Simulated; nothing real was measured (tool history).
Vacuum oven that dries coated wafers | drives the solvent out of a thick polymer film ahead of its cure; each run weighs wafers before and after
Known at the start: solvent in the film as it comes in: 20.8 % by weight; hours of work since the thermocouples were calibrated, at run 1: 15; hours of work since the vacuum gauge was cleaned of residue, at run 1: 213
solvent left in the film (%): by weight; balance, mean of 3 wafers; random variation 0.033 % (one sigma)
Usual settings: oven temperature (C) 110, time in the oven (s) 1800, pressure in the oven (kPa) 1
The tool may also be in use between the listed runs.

| run | hour | oven temperature (C) | time in the oven (s) | pressure in the oven (kPa) | hours of work since the thermocouples were calibrated | hours of work since the vacuum gauge was cleaned of residue | solvent left in the film (%) |
|---|---|---|---|---|---|---|---|
| 1 | 0 | 110 | 1800 | 1 | 15 | 213 | 3.56 |
| 2 | 11.2 | 110 | 1800 | 1 | 22 | 220 | 3.55 |
| 3 | 26.8 | 115 | 1800 | 1 | 31 | 229 | 2.49 |
| 4 | 48.3 | 108 | 1800 | 1 | 44 | 242 | 4.12 |
| 5 | 66.5 | 110 | 1800 | 2.44 | 55 | 253 | 4.51 |
| 6 | 83.7 | 106 | 1800 | 1 | 65 | 263 | 4.59 |
| 7 | 101.1 | 110 | 1560 | 1 | 76 | 274 | 4.29 |
| 8 | 117.5 | 110 | 1800 | 1 | 85 | 284 | 3.57 |
| 9 | 139.4 | 110 | 1800 | 1 | 99 | 297 | 3.61 |
| 10 | 155.7 | 110 | 1800 | 1 | 108 | 307 | 3.6 |
| 11 | 178.7 | 110 | 2280 | 1 | 122 | 321 | 2.48 |

Run 12 comes next. What will it give?
| 12 | 194.2 | 99 | 1500 | 0.91 | 132 | 330 | ? |

Run 12 gave solvent left in the film (%) 7.55.
Without the tool's hidden state the same run would have given solvent left in the film (%) 7.54.
